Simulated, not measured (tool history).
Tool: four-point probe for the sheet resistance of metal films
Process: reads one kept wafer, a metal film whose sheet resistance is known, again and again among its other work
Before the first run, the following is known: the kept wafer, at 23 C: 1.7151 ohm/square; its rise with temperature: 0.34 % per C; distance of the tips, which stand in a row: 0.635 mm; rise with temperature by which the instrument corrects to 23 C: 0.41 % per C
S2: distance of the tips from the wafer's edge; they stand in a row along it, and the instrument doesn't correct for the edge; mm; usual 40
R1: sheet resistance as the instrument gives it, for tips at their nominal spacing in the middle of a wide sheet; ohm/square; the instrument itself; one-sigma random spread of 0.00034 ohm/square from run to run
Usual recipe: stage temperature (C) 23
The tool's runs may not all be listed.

Run 1, hour 0.0: usual settings. Result: R1 1.720792 ohm/square.
Run 2, hour 20.4: usual settings. Result: R1 1.720403 ohm/square.
Run 3, hour 47.3: usual settings. Result: R1 1.720533 ohm/square.
Run 4, hour 88.0: usual settings. Result: R1 1.720912 ohm/square.
Run 5, hour 123.9: usual settings but stage temperature (C) 30. Result: R1 1.712140 ohm/square.
Run 6, hour 155.3: usual settings but stage temperature (C) 33. Result: R1 1.708650 ohm/square.
Run 7, hour 176.3: usual settings but stage temperature (C) 33. Result: R1 1.708827 ohm/square.
Run 8, hour 218.0: usual settings but stage temperature (C) 33. Result: R1 1.707981 ohm/square.
Run 9, hour 244.8: usual settings but stage temperature (C) 33. Result: R1 1.708219 ohm/square.
Run 10, hour 282.2: usual settings but S2 4 mm. Result: R1 1.743216 ohm/square.
Run 11, hour 318.4: usual settings but S2 4 mm. Result: R1 1.742549 ohm/square.
Run 12, hour 340.5: usual settings but S2 47 mm. Result: R1 1.719250 ohm/square.
Run 13, hour 380.1: usual settings but S2 47 mm. Result: R1 1.720158 ohm/square.
Run 14, hour 401.2: usual settings but S2 47 mm. Result: R1 1.720041 ohm/square.
Run 15, hour 429.0: usual settings but stage temperature (C) 21, S2 38 mm. Result: R1 1.722547 ohm/square.
Run 16, hour 452.3: usual settings but stage temperature (C) 35, S2 38 mm. Result: R1 1.705031 ohm/square.
Run 17, hour 471.7: usual settings but stage temperature (C) 35, S2 38 mm. Result: R1 1.705343 ohm/square.
Run 18, hour 503.7: usual settings but stage temperature (C) 33, S2 39 mm. Result: R1 1.707017 ohm/square.
Run 19, hour 538.4: usual settings but stage temperature (C) 33, S2 39 mm. Result: R1 1.708189 ohm/square.
Run 20, hour 569.4: usual settings but stage temperature (C) 33, S2 39 mm. Result: R1 1.707492 ohm/square.
Run 21, hour 604.9: usual settings but stage temperature (C) 34, S2 7 mm. Result: R1 1.713539 ohm/square.
Run 22, hour 626.3: usual settings but stage temperature (C) 34, S2 7 mm. Result: R1 1.713568 ohm/square.
Run 23, hour 657.9: usual settings but stage temperature (C) 34, S2 7 mm. Result: R1 1.712762 ohm/square.
Run 24, hour 681.4: usual settings but stage temperature (C) 25, S2 23 mm. Result: R1 1.716777 ohm/square.
Run 25, hour 705.4: usual settings but stage temperature (C) 25, S2 23 mm. Result: R1 1.717316 ohm/square.

What would each run have given without the hidden state, its run-to-run variation left as it was?
Hidden state at play: inner tips' distance over the nominal, %; tips' flats over new ones', %; wafer's true temperature over the reading, C; drift of the gauge itself on sheet_ohm, %.
run        R1
  1  1.715093
  2  1.714758
  3  1.714949
  4  1.715434
  5  1.706785
  6  1.703385
  7  1.703615
  8  1.702866
  9  1.703169
 10  1.738165
 11  1.737587
 12  1.714404
 13  1.715420
 14  1.715360
 15  1.717931
 16  1.700513
 17  1.700874
 18  1.702623
 19  1.703880
 20  1.703258
 21  1.709384
 22  1.709470
 23  1.708749
 24  1.712824
 25  1.713420
